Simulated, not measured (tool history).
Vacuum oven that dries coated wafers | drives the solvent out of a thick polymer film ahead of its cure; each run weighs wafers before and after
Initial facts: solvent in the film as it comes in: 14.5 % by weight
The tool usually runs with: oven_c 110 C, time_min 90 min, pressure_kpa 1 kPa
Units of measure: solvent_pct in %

run	day	oven_c	time_min	pressure_kpa	solvent_pct
1	0	110	90	1	1.66
# day 0.958: oven's thermocouples calibrated
2	2.175	110	90	1	1.78
3	4.204	110	90	1	1.84
4	6.221	110	90	1	1.81
5	7.408	110	90	1	1.79
6	9.475	110	90	2.54	2.14
7	11.688	110	90	2.54	2.13
8	13.379	110	90	2.54	2.14
9	15.588	110	90	2.54	2.12
10	17.608	110	90	2.54	2.09
11	19.712	110	90	2.54	2.11
12	21.121	110	90	2.54	2.11
13	22.879	110	90	2.52	2.11
14	25.029	110	90	1	1.71
15	27.35	110	90	1	1.76
16	29.246	110	90	1	1.74
17	31	110	90	1	1.71
18	33.146	97	90	1	4.34
19	34.888	97	90	1	4.31
20	36.592	97	90	1	4.36
21	38.95	110	90	1	1.66
22	40.462	110	66	1	2.73
23	41.771	110	66	1	2.71
24	44.196	95	90	0.69	4.66
25	45.888	95	90	0.69	4.62
26	46.962	117	102	0.63	0.55
27	48.788	109	146	1.18	0.79
28	49.896	113	89	3.97	1.92
29	52.492	113	89	3.97	1.88
30	55.062	113	89	3.97	1.9
31	56.262	113	134	3.97	1.25
32	58.021	99	94	1.47	3.67
33	59.275	99	94	1.47	3.69
34	60.746	98	110	0.64	3.04
# day 62.333: oven's thermocouples calibrated
35	63.162	98	110	0.64	3.48
36	65.812	118	153	0.73	0.29
37	67.408	116	90	0.71	0.99
38	69.512	109	90	3.53	2.68
39	70.904	109	90	3.53	2.68
40	72.333	96	153	0.51	2.5

What does the tool deliver on the next run?
41	74.362	96	57	0.78	?

{"run 41": {"solvent_pct": 6.61}}
Minus the tool's unlogged condition, the same run would have read solvent_pct 6.57 %.

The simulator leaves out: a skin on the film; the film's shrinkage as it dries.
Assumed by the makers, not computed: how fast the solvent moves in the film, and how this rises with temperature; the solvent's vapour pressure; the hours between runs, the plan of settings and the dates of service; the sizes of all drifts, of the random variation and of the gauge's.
